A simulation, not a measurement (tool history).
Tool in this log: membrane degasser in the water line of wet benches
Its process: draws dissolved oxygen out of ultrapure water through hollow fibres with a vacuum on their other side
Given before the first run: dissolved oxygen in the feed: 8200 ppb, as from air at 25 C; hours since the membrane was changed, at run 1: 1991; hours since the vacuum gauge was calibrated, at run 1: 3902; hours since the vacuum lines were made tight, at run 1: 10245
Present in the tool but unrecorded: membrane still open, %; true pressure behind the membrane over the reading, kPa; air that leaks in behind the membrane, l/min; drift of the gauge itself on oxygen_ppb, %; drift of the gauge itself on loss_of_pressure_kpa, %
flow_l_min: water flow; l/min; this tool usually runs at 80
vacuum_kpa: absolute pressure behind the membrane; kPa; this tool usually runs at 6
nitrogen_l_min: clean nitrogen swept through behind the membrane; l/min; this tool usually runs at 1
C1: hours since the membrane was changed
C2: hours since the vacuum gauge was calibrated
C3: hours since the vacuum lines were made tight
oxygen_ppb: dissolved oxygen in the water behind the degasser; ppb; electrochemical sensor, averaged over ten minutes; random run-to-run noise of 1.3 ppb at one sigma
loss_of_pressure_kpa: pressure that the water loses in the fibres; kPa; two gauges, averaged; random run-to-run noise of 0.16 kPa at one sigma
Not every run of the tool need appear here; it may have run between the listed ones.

{"run": 1, "hour": 0.0, "flow_l_min": 80, "vacuum_kpa": 6, "nitrogen_l_min": 1, "C1": 1991, "C2": 3902, "C3": 10245, "oxygen_ppb": 381.1, "loss_of_pressure_kpa": 29.58}
{"run": 2, "hour": 67.5, "flow_l_min": 80, "vacuum_kpa": 6, "nitrogen_l_min": 1, "C1": 2059, "C2": 3969, "C3": 10313, "oxygen_ppb": 377.2, "loss_of_pressure_kpa": 29.43}
{"run": 3, "hour": 143.1, "flow_l_min": 80, "vacuum_kpa": 6, "nitrogen_l_min": 1, "C1": 2135, "C2": 4045, "C3": 10388, "oxygen_ppb": 379.1, "loss_of_pressure_kpa": 29.58}
{"run": 4, "hour": 222.3, "flow_l_min": 80, "vacuum_kpa": 6, "nitrogen_l_min": 1, "C1": 2214, "C2": 4124, "C3": 10468, "oxygen_ppb": 377.7, "loss_of_pressure_kpa": 29.34}
{"run": 5, "hour": 318.5, "flow_l_min": 80, "vacuum_kpa": 6, "nitrogen_l_min": 1, "C1": 2310, "C2": 4220, "C3": 10564, "oxygen_ppb": 379.1, "loss_of_pressure_kpa": 29.53}
{"hour": 377.7, "done": "vacuum gauge calibrated"}
{"run": 6, "hour": 454.5, "flow_l_min": 80, "vacuum_kpa": 6, "nitrogen_l_min": 1, "C1": 2445, "C2": 77, "C3": 10699, "oxygen_ppb": 383.7, "loss_of_pressure_kpa": 29.46}
{"run": 7, "hour": 543.6, "flow_l_min": 80, "vacuum_kpa": 6, "nitrogen_l_min": 1, "C1": 2535, "C2": 166, "C3": 10788, "oxygen_ppb": 384.9, "loss_of_pressure_kpa": 29.33}
{"run": 8, "hour": 638.5, "flow_l_min": 80, "vacuum_kpa": 6, "nitrogen_l_min": 1, "C1": 2629, "C2": 261, "C3": 10883, "oxygen_ppb": 385, "loss_of_pressure_kpa": 29.69}
{"hour": 672.4, "done": "vacuum gauge calibrated, once more"}
{"hour": 727.7, "done": "seals of the vacuum lines changed"}
{"run": 9, "hour": 784.2, "flow_l_min": 80, "vacuum_kpa": 11.01, "nitrogen_l_min": 1, "C1": 2773, "C2": 110, "C3": 57, "oxygen_ppb": 965, "loss_of_pressure_kpa": 29.37}
{"run": 10, "hour": 888.1, "flow_l_min": 80, "vacuum_kpa": 6, "nitrogen_l_min": 1, "C1": 2877, "C2": 214, "C3": 160, "oxygen_ppb": 371.9, "loss_of_pressure_kpa": 29.36}
{"run": 11, "hour": 991.3, "flow_l_min": 80, "vacuum_kpa": 6, "nitrogen_l_min": 1, "C1": 2980, "C2": 317, "C3": 264, "oxygen_ppb": 368.5, "loss_of_pressure_kpa": 29.56}
{"run": 12, "hour": 1063.3, "flow_l_min": 80, "vacuum_kpa": 6, "nitrogen_l_min": 1, "C1": 3052, "C2": 389, "C3": 336, "oxygen_ppb": 370.8, "loss_of_pressure_kpa": 29.59}
{"run": 13, "hour": 1164.0, "flow_l_min": 80, "vacuum_kpa": 6, "nitrogen_l_min": 1, "C1": 3152, "C2": 490, "C3": 436, "oxygen_ppb": 369.7, "loss_of_pressure_kpa": 29.55}
{"run": 14, "hour": 1227.7, "flow_l_min": 80, "vacuum_kpa": 6, "nitrogen_l_min": 1, "C1": 3216, "C2": 553, "C3": 500, "oxygen_ppb": 370.8, "loss_of_pressure_kpa": 29.6}
{"run": 15, "hour": 1305.4, "flow_l_min": 123, "vacuum_kpa": 7.19, "nitrogen_l_min": 1.49, "C1": 3294, "C2": 631, "C3": 578, "oxygen_ppb": 540.4, "loss_of_pressure_kpa": 45.57}
{"run": 16, "hour": 1377.0, "flow_l_min": 74, "vacuum_kpa": 6, "nitrogen_l_min": 1, "C1": 3365, "C2": 703, "C3": 649, "oxygen_ppb": 351.4, "loss_of_pressure_kpa": 27.22}
{"run": 17, "hour": 1514.2, "flow_l_min": 96, "vacuum_kpa": 11.92, "nitrogen_l_min": 1, "C1": 3503, "C2": 840, "C3": 787, "oxygen_ppb": 1200.9, "loss_of_pressure_kpa": 35.45}
{"run": 18, "hour": 1622.3, "flow_l_min": 93, "vacuum_kpa": 11.92, "nitrogen_l_min": 0.58, "C1": 3611, "C2": 948, "C3": 895, "oxygen_ppb": 1563.3, "loss_of_pressure_kpa": 34.35}
{"run": 19, "hour": 1743.5, "flow_l_min": 72, "vacuum_kpa": 11.92, "nitrogen_l_min": 0.58, "C1": 3732, "C2": 1069, "C3": 1016, "oxygen_ppb": 1381.5, "loss_of_pressure_kpa": 26.6}
{"run": 20, "hour": 1827.2, "flow_l_min": 72, "vacuum_kpa": 9.73, "nitrogen_l_min": 0.64, "C1": 3816, "C2": 1153, "C3": 1100, "oxygen_ppb": 1005.7, "loss_of_pressure_kpa": 26.61}
{"run": 21, "hour": 1896.4, "flow_l_min": 50, "vacuum_kpa": 7.61, "nitrogen_l_min": 1.29, "C1": 3885, "C2": 1222, "C3": 1169, "oxygen_ppb": 338, "loss_of_pressure_kpa": 18.36}
{"run": 22, "hour": 2011.5, "flow_l_min": 50, "vacuum_kpa": 7.61, "nitrogen_l_min": 1.29, "C1": 4000, "C2": 1337, "C3": 1284, "oxygen_ppb": 337, "loss_of_pressure_kpa": 18.55}
{"run": 23, "hour": 2148.5, "flow_l_min": 78, "vacuum_kpa": 4.66, "nitrogen_l_min": 0.67, "C1": 4137, "C2": 1474, "C3": 1421, "oxygen_ppb": 255.6, "loss_of_pressure_kpa": 29.11}

Predict each of these 4 candidate next runs independently; none follows another, all start after run 23:
{"run": "A", "hour": 2245.2, "flow_l_min": 82, "vacuum_kpa": 6.23, "nitrogen_l_min": 1.64, "C1": 4234, "C2": 1571, "C3": 1518, "oxygen_ppb": "?", "loss_of_pressure_kpa": "?"}
{"run": "B", "hour": 2245.2, "flow_l_min": 78, "vacuum_kpa": 4.66, "nitrogen_l_min": 2.92, "C1": 4234, "C2": 1571, "C3": 1518, "oxygen_ppb": "?", "loss_of_pressure_kpa": "?"}
{"run": "C", "hour": 2245.2, "flow_l_min": 78, "vacuum_kpa": 4.66, "nitrogen_l_min": 1.2, "C1": 4234, "C2": 1571, "C3": 1518, "oxygen_ppb": "?", "loss_of_pressure_kpa": "?"}
{"run": "D", "hour": 2245.2, "flow_l_min": 76, "vacuum_kpa": 5.49, "nitrogen_l_min": 1.92, "C1": 4234, "C2": 1571, "C3": 1518, "oxygen_ppb": "?", "loss_of_pressure_kpa": "?"}

run=A oxygen_ppb=289.1 loss_of_pressure_kpa=30.45
run=B oxygen_ppb=90.3 loss_of_pressure_kpa=28.61
run=C oxygen_ppb=177.5 loss_of_pressure_kpa=28.94
run=D oxygen_ppb=187.4 loss_of_pressure_kpa=28.03
With the hidden condition removed and each run's random variation left untouched, the same runs would have given:
run=A oxygen_ppb=283.5 loss_of_pressure_kpa=29.97
run=B oxygen_ppb=86.6 loss_of_pressure_kpa=28.15
run=C oxygen_ppb=170.7 loss_of_pressure_kpa=28.48
run=D oxygen_ppb=182.6 loss_of_pressure_kpa=27.58
